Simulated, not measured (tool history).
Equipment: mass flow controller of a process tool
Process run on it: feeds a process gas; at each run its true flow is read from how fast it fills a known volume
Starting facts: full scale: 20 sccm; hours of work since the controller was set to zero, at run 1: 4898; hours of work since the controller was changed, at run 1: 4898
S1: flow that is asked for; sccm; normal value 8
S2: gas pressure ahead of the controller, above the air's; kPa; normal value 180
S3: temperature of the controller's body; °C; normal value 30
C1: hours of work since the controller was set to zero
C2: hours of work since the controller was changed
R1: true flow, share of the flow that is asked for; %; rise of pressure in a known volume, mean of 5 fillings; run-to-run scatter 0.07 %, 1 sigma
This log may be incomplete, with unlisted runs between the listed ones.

| run | hour | S1 | S2 | S3 | C1 | C2 | R1 |
|---|---|---|---|---|---|---|---|
| 1 | 0.0 | 8 | 180 | 30 | 4898 | 4898 | 101.44 |
| 2 | 171.8 | 8 | 180 | 30 | 5014 | 5014 | 101.45 |
| 3 | 434.5 | 8 | 202 | 30 | 5191 | 5191 | 101.61 |
| 4 | 832.7 | 8 | 202 | 31 | 5459 | 5459 | 101.78 |
| 5 | 1133.5 | 8 | 202 | 31 | 5662 | 5662 | 101.86 |
| 6 | 1413.1 | 8 | 249 | 31 | 5851 | 5851 | 102.10 |
| 7 | 1685.8 | 8 | 180 | 30 | 6035 | 6035 | 102.05 |
| 8 | 1905.1 | 8 | 251 | 30 | 6182 | 6182 | 102.26 |
| 9 | 2183.4 | 8 | 180 | 30 | 6370 | 6370 | 102.25 |
|  | 2255.0 | controller's zero set anew |
| 10 | 2469.0 | 8 | 226 | 30 | 144 | 6562 | 101.42 |
| 11 | 2777.1 | 8 | 151 | 32 | 352 | 6770 | 101.49 |
| 12 | 3178.4 | 8 | 180 | 30 | 623 | 7041 | 101.79 |
| 13 | 3485.5 | 17 | 264 | 30 | 830 | 7248 | 103.12 |
| 14 | 3897.6 | 17 | 264 | 30 | 1108 | 7526 | 103.26 |
| 15 | 4183.5 | 9 | 160 | 30 | 1300 | 7718 | 102.03 |
| 16 | 4399.9 | 5 | 160 | 24 | 1446 | 7864 | 101.42 |
| 17 | 4797.1 | 8 | 195 | 39 | 1714 | 8132 | 102.67 |
| 18 | 5056.1 | 4 | 142 | 24 | 1889 | 8307 | 101.69 |
| 19 | 5326.0 | 8 | 180 | 20 | 2071 | 8489 | 101.73 |

Some steps in R1 between neighbouring runs. How much of each would the tool show without its hidden state too (settings, what came in, random variation), and how much is left for the hidden state, with any gauge scatter that isn't in both results?
What the log doesn't record here: flow at rest that the sensor doesn't see, % of full scale; true flow over the shown one, %; drift of the gauge itself on true_pct, %.
Run 9 -> 10: S2 180 -> 226, controller's zero set anew. R1 -0.83 %: hidden state -0.76, all else -0.07.
Run 12 -> 13: S1 8 -> 17, S2 180 -> 264. R1 +1.33 %: hidden state +0.05, all else +1.28.
